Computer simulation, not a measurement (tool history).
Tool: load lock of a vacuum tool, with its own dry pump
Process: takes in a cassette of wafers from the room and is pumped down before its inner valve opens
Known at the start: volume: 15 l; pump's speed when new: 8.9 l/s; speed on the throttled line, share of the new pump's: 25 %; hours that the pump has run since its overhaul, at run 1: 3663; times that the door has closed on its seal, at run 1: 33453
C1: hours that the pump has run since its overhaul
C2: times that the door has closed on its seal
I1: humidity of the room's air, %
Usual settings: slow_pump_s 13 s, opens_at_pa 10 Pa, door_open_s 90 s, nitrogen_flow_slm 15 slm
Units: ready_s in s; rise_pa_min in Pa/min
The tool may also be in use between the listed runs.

Run 1, hour 0: usual settings; C1 3663; C2 33453; I1 46.6. Result: ready_s 26.5 s, rise_pa_min 0.457 Pa/min.
At hour 316: door's seal changed, seat wiped.
Run 2, hour 379.4: usual settings but slow_pump_s 11 s; C1 4041; C2 246; I1 41.7. Result: ready_s 24.7 s, rise_pa_min 0.052 Pa/min.
Run 3, hour 1062.4: usual settings but slow_pump_s 11 s; C1 4724; C2 2896; I1 46.4. Result: ready_s 24.7 s, rise_pa_min 0.061 Pa/min.
Run 4, hour 1617.2: usual settings but slow_pump_s 11 s; C1 5279; C2 5048; I1 44.6. Result: ready_s 24.6 s, rise_pa_min 0.072 Pa/min.
Run 5, hour 2254.3: usual settings but slow_pump_s 11 s; C1 5916; C2 7519; I1 43.7. Result: ready_s 24.4 s, rise_pa_min 0.091 Pa/min.
Run 6, hour 2702: usual settings but slow_pump_s 25 s; C1 6364; C2 9256; I1 45.8. Result: ready_s 35.3 s, rise_pa_min 0.096 Pa/min.
Run 7, hour 3278: usual settings but slow_pump_s 25 s; C1 6940; C2 11491; I1 45.3. Result: ready_s 35.9 s, rise_pa_min 0.118 Pa/min.
Run 8, hour 3793.6: usual settings but slow_pump_s 25 s, door_open_s 37 s; C1 7455; C2 13491; I1 45.6. Result: ready_s 35.5 s, rise_pa_min 0.132 Pa/min.
Run 9, hour 4415.2: usual settings but slow_pump_s 20 s, door_open_s 37 s; C1 8077; C2 15902; I1 46.4. Result: ready_s 31.9 s, rise_pa_min 0.148 Pa/min.
Run 10, hour 5122.3: usual settings but slow_pump_s 9 s; C1 8784; C2 18645; I1 42.9. Result: ready_s 24.4 s, rise_pa_min 0.192 Pa/min.
Run 11, hour 5769.6: usual settings but slow_pump_s 9 s, opens_at_pa 11 Pa; C1 9431; C2 21156; I1 45.9. Result: ready_s 24 s, rise_pa_min 0.227 Pa/min.
Run 12, hour 6432.4: usual settings but nitrogen_flow_slm 6 slm; C1 10094; C2 23728; I1 47. Result: ready_s 26.9 s, rise_pa_min 0.27 Pa/min.
Run 13, hour 7045.2: usual settings but nitrogen_flow_slm 6 slm; C1 10707; C2 26105; I1 44.7. Result: ready_s 27.8 s, rise_pa_min 0.308 Pa/min.
Run 14, hour 7474.6: usual settings but nitrogen_flow_slm 6 slm; C1 11136; C2 27771; I1 47.7. Result: ready_s 27.6 s, rise_pa_min 0.35 Pa/min.
Run 15, hour 7787.3: usual settings but slow_pump_s 12 s, opens_at_pa 19 Pa, door_open_s 51 s, nitrogen_flow_slm 5 slm; C1 11449; C2 28983; I1 45.7. Result: ready_s 24.8 s, rise_pa_min 0.344 Pa/min.
Run 16, hour 8129.9: usual settings but slow_pump_s 6 s, opens_at_pa 12 Pa, door_open_s 199 s, nitrogen_flow_slm 27 slm; C1 11792; C2 30313; I1 45.9. Result: ready_s 22.5 s, rise_pa_min 0.368 Pa/min.
Run 17, hour 8608.4: usual settings but slow_pump_s 6 s, opens_at_pa 12 Pa, door_open_s 199 s, nitrogen_flow_slm 27 slm; C1 12270; C2 32169; I1 48.4. Result: ready_s 22.1 s, rise_pa_min 0.401 Pa/min.
At hour 9195.7: door's seal changed, seat wiped.
Run 18, hour 9195.7: usual settings but slow_pump_s 26 s, nitrogen_flow_slm 5 slm; C1 12856; C2 0; I1 48.5. Result: ready_s 36.9 s, rise_pa_min 0.08 Pa/min.
Run 19, hour 9530.5: usual settings but opens_at_pa 12 Pa; C1 13191; C2 1299; I1 47. Result: ready_s 27.4 s, rise_pa_min 0.066 Pa/min.
Run 20, hour 9887.3: usual settings but slow_pump_s 17 s, opens_at_pa 12 Pa, door_open_s 69 s; C1 13548; C2 2683; I1 43.8. Result: ready_s 29.7 s, rise_pa_min 0.06 Pa/min.
Run 21, hour 10278.2: usual settings but slow_pump_s 17 s, opens_at_pa 12 Pa, door_open_s 69 s; C1 13938; C2 4199; I1 41. Result: ready_s 30.7 s, rise_pa_min 0.066 Pa/min.

The next listed run, before its measurement:
Run 22, hour 10604.3: usual settings but slow_pump_s 21 s, opens_at_pa 14 Pa, door_open_s 52 s, nitrogen_flow_slm 30 slm; C1 14265; C2 5465; I1 45.5. Result: ready_s ?, rise_pa_min ?.

ready_s: 33 s
rise_pa_min: 0.062 Pa/min
Without the tool's hidden state the same run would have given ready_s 31 s, rise_pa_min 0.032 Pa/min.
